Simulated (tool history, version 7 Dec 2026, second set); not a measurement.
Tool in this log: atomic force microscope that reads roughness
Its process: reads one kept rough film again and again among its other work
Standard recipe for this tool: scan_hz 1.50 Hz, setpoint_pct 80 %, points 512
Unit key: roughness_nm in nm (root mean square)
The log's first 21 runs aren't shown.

run,hour,scan_hz,setpoint_pct,points,roughness_nm
# hour 293.5: height scale calibrated on a step standard, once more
22,302.5,1.50,87,348,1.957
23,315.8,0.71,71,283,2.212
24,324.9,0.71,81,283,2.106
25,341.1,0.70,67,369,2.149
26,359.2,0.70,67,369,2.066
# hour 361.1: new tip fitted
27,372.3,0.59,81,390,2.706
28,384.0,0.59,81,390,2.651
29,405.2,0.59,81,390,2.517
30,422.5,2.89,56,390,2.391
31,436.4,0.91,80,982,2.319
32,449.3,0.66,80,723,2.326
33,458.6,2.07,66,723,2.224
34,475.4,1.25,79,278,2.047
35,494.7,2.08,60,437,2.111
36,513.0,1.95,63,594,2.051
# hour 522.0: new tip fitted
37,531.5,1.01,88,512,2.502
38,544.1,0.75,69,512,2.681
39,561.0,1.50,64,396,2.558

What if the next run were any one of these 4? Each begins from the tool's condition after run 39:
A,574.6,3.83,70,512,?
B,574.6,0.71,69,512,?
C,574.6,1.50,80,311,?
D,574.6,0.57,64,396,?

run,roughness_nm
A,2.112
B,2.543
C,2.256
D,2.576
With the hidden condition removed and each run's random variation left untouched, the same runs would have given:
run,roughness_nm
A,2.408
B,2.897
C,2.570
D,2.935
